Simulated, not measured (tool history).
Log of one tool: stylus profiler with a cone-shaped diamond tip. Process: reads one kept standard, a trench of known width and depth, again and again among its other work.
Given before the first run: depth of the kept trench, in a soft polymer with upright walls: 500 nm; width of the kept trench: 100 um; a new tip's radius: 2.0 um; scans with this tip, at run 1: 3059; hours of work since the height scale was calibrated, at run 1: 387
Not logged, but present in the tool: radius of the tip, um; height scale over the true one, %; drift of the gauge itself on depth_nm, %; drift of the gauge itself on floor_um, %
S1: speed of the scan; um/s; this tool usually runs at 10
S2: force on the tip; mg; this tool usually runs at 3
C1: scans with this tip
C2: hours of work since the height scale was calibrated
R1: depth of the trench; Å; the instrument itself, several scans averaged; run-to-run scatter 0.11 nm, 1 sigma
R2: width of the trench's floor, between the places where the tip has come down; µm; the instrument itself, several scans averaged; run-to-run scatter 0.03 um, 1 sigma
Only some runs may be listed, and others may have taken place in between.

run 1 hour=0 | S1=10 S2=3 | C1=3059 C2=387 | R1=5043.1 R2=97.32
run 2 hour=21.5 | S1=10 S2=3 | C1=3185 C2=404 | R1=5041.8 R2=97.32
run 3 hour=42 | S1=10 S2=3 | C1=3305 C2=419 | R1=5041.9 R2=97.36
run 4 hour=57.9 | S1=10 S2=3 | C1=3398 C2=431 | R1=5040.1 R2=97.27
run 5 hour=79.7 | S1=10 S2=3 | C1=3527 C2=447 | R1=5041.8 R2=97.32
run 6 hour=96 | S1=10 S2=1.83 | C1=3622 C2=459 | R1=5030.5 R2=97.22
run 7 hour=116.1 | S1=10 S2=1.83 | C1=3740 C2=474 | R1=5030.3 R2=97.31
run 8 hour=130.5 | S1=10 S2=1.83 | C1=3825 C2=484 | R1=5031.1 R2=97.33
run 9 hour=142.8 | S1=10 S2=1.83 | C1=3897 C2=494 | R1=5029.3 R2=97.29
run 10 hour=160 | S1=10 S2=1.83 | C1=3998 C2=506 | R1=5029.7 R2=97.25
run 11 hour=178 | S1=10 S2=1.41 | C1=4103 C2=520 | R1=5024.5 R2=97.31
run 12 hour=202.4 | S1=10 S2=3 | C1=4247 C2=538 | R1=5044.1 R2=97.3
run 13 hour=215.1 | S1=9 S2=1.42 | C1=4321 C2=547 | R1=5025.1 R2=97.28
run 14 hour=238.5 | S1=28 S2=1.45 | C1=4458 C2=565 | R1=5026.5 R2=97.2
run 15 hour=249.7 | S1=16 S2=5.44 | C1=4524 C2=573 | R1=5060.6 R2=97.27
run 16 hour=267.8 | S1=16 S2=5.44 | C1=4630 C2=587 | R1=5062.5 R2=97.34
run 17 hour=285.1 | S1=5 S2=3.35 | C1=4732 C2=599 | R1=5047.8 R2=97.38
run 18 hour=309.6 | S1=28 S2=2.06 | C1=4876 C2=618 | R1=5032.6 R2=97.2
run 19 hour=323.2 | S1=28 S2=2.06 | C1=4956 C2=628 | R1=5033.6 R2=97.27
run 20 hour=340 | S1=28 S2=2.06 | C1=5054 C2=640 | R1=5034.1 R2=97.21
run 21 hour=359.6 | S1=3 S2=2.51 | C1=5169 C2=655 | R1=5036.1 R2=97.29
run 22 hour=380.9 | S1=19 S2=1.87 | C1=5294 C2=671 | R1=5028.8 R2=97.27
run 23 hour=403.6 | S1=19 S2=7.95 | C1=5427 C2=688 | R1=5080.3 R2=97.39
run 24 hour=421.9 | S1=10 S2=5.95 | C1=5535 C2=701 | R1=5065.8 R2=97.35

Alternative continuations, all from the tool just after run 24; predict every row:
run A hour=433.8 | S1=10 S2=3.54 | C1=5605 C2=710 | R1=? R2=?
run B hour=433.8 | S1=3 S2=5.95 | C1=5605 C2=710 | R1=? R2=?
run C hour=433.8 | S1=19 S2=1.15 | C1=5605 C2=710 | R1=? R2=?
run D hour=433.8 | S1=9 S2=5.7 | C1=5605 C2=710 | R1=? R2=?
run E hour=433.8 | S1=10 S2=1.13 | C1=5605 C2=710 | R1=? R2=?

run=A R1=5049.8 R2=97.27
run=B R1=5066.2 R2=97.31
run=C R1=5021.7 R2=97.24
run=D R1=5064.6 R2=97.34
run=E R1=5020.6 R2=97.31
What these runs would have given with no unlogged condition in the tool:
run=A R1=5049.9 R2=97.27
run=B R1=5066.3 R2=97.32
run=C R1=5021.8 R2=97.25
run=D R1=5064.7 R2=97.34
run=E R1=5020.7 R2=97.31

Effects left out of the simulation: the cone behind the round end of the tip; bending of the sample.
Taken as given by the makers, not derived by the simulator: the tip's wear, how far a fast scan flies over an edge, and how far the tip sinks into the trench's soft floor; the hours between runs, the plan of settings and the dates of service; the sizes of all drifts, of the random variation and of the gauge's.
